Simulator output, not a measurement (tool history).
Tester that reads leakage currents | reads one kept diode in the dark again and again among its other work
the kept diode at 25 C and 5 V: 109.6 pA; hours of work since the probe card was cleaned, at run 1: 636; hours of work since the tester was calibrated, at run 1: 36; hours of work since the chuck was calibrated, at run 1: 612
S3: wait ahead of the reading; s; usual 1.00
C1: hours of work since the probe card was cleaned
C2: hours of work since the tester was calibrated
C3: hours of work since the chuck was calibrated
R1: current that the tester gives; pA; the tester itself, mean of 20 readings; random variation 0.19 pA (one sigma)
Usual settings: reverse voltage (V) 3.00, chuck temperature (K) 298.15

Run 1, hour 0.0: usual settings; C1 636; C2 36; C3 612. Result: R1 84.32 pA.
Run 2, hour 38.4: usual settings; C1 651; C2 52; C3 628. Result: R1 84.22 pA.
Run 3, hour 70.4: usual settings; C1 665; C2 65; C3 641. Result: R1 84.14 pA.
Run 4, hour 107.7: usual settings; C1 680; C2 80; C3 656. Result: R1 84.35 pA.
Run 5, hour 149.6: usual settings; C1 697; C2 97; C3 673. Result: R1 84.48 pA.
Run 6, hour 205.3: usual settings; C1 720; C2 120; C3 696. Result: R1 84.48 pA.
Run 7, hour 232.4: usual settings; C1 731; C2 131; C3 707. Result: R1 84.27 pA.
Run 8, hour 257.3: usual settings but chuck temperature (K) 302.15; C1 741; C2 141; C3 717. Result: R1 111.47 pA.
Run 9, hour 289.0: usual settings but chuck temperature (K) 302.15; C1 754; C2 154; C3 730. Result: R1 111.65 pA.
Run 10, hour 343.7: usual settings but chuck temperature (K) 317.15; C1 777; C2 177; C3 753. Result: R1 301.98 pA.
Run 11, hour 385.7: usual settings but chuck temperature (K) 317.15, S3 4.34 s; C1 794; C2 194; C3 770. Result: R1 300.98 pA.
Run 12, hour 432.1: usual settings but reverse voltage (V) 4.26, chuck temperature (K) 317.15, S3 4.34 s; C1 813; C2 213; C3 789. Result: R1 356.25 pA.
Run 13, hour 482.5: usual settings but reverse voltage (V) 4.26, chuck temperature (K) 317.15, S3 4.34 s; C1 834; C2 234; C3 810. Result: R1 356.34 pA.
Run 14, hour 509.3: usual settings but reverse voltage (V) 4.26, chuck temperature (K) 317.15, S3 2.22 s; C1 844; C2 245; C3 821. Result: R1 356.02 pA.
Run 15, hour 544.2: usual settings but reverse voltage (V) 1.04, chuck temperature (K) 317.15, S3 2.34 s; C1 859; C2 259; C3 835. Result: R1 179.16 pA.
Run 16, hour 594.5: usual settings but reverse voltage (V) 14.23, chuck temperature (K) 297.15, S3 1.08 s; C1 879; C2 280; C3 856. Result: R1 169.73 pA.
Run 17, hour 646.4: usual settings but reverse voltage (V) 1.93, chuck temperature (K) 312.15, S3 0.64 s; C1 901; C2 301; C3 877. Result: R1 175.38 pA.
Run 18, hour 679.6: usual settings but reverse voltage (V) 1.93, chuck temperature (K) 312.15, S3 0.64 s; C1 914; C2 315; C3 891. Result: R1 175.58 pA.
Run 19, hour 714.2: usual settings but reverse voltage (V) 1.93, chuck temperature (K) 312.15, S3 0.64 s; C1 929; C2 329; C3 905. Result: R1 175.63 pA.

The same runs without the tool's hidden state, with the same run-to-run variation:
The hidden state here: stray current of the dirty probe card, pA a volt; current scale over the true one, %; true chuck temperature over the reading, C; drift of the gauge itself on leakage_pa, %.
run      R1
  1   86.26
  2   86.20
  3   86.15
  4   86.39
  5   86.56
  6   86.61
  7   86.42
  8  114.41
  9  114.65
 10  310.26
 11  309.38
 12  366.26
 13  366.57
 14  366.36
 15  184.63
 16  173.23
 17  180.95
 18  181.23
 19  181.35
